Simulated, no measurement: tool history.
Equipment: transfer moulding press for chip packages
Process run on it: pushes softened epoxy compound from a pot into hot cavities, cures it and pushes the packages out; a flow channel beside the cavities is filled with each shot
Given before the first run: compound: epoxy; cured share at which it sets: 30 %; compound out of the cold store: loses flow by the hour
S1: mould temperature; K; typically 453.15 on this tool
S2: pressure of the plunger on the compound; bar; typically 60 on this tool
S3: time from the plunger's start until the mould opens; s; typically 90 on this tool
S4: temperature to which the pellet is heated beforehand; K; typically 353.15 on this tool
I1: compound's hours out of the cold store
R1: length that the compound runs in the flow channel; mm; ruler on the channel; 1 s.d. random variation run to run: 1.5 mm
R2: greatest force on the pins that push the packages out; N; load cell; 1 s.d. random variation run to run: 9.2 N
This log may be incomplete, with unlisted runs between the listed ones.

run,hour,S1,S2,S3,S4,I1,R1,R2
1,0,453.15,60,90,353.15,14.2,704,934
2,11,453.15,60,70,353.15,11.1,718,1625
3,17.4,453.15,59.5,90,353.15,10.8,716,975
4,27.2,453.15,59.5,90,353.15,23.4,668,961
# hour 29.2: cavities cleaned with cleaning compound and waxed
5,39.2,453.15,59.5,90,353.15,13.5,703,568
6,48.8,453.15,60,70,353.15,16.8,693,1047
7,58.5,453.15,63.6,90,353.15,36.8,636,670
8,67.8,453.15,63.6,90,353.15,24.4,679,756
9,77.9,453.15,63.6,90,353.15,17.4,709,836
10,84.1,453.15,63.6,90,353.15,16.3,712,856
11,90.4,453.15,63.6,90,353.15,13,728,883
12,99.5,453.15,63.6,90,353.15,35.6,641,886
13,106.5,453.15,63.6,90,354.15,39.9,621,869
14,111.5,453.15,63.6,90,354.15,47.4,596,906
15,118.3,455.15,63.5,118,345.15,11.1,727,778
16,125.2,447.15,63.5,118,358.15,39.7,640,819
17,134.7,453.15,60,90,363.15,38,612,902
18,144.9,453.15,68.3,124,362.15,15,741,805
# hour 148.8: cavities cleaned with cleaning compound and waxed
19,156,456.15,68.3,124,362.15,18.3,716,397
20,161.3,456.15,68.3,124,362.15,28.4,674,475
21,170.7,453.15,60,90,343.15,14.8,692,668

Run 22, settings as shown, results not yet in. Your forecast:
22,178.5,459.15,62.9,126,362.15,38.3,?,?

Run 22 measured R1 608 mm, R2 592 N.
If the tool had no hidden condition, the same run with the same run-to-run variation would have returned R1 631 mm, R2 356 N.

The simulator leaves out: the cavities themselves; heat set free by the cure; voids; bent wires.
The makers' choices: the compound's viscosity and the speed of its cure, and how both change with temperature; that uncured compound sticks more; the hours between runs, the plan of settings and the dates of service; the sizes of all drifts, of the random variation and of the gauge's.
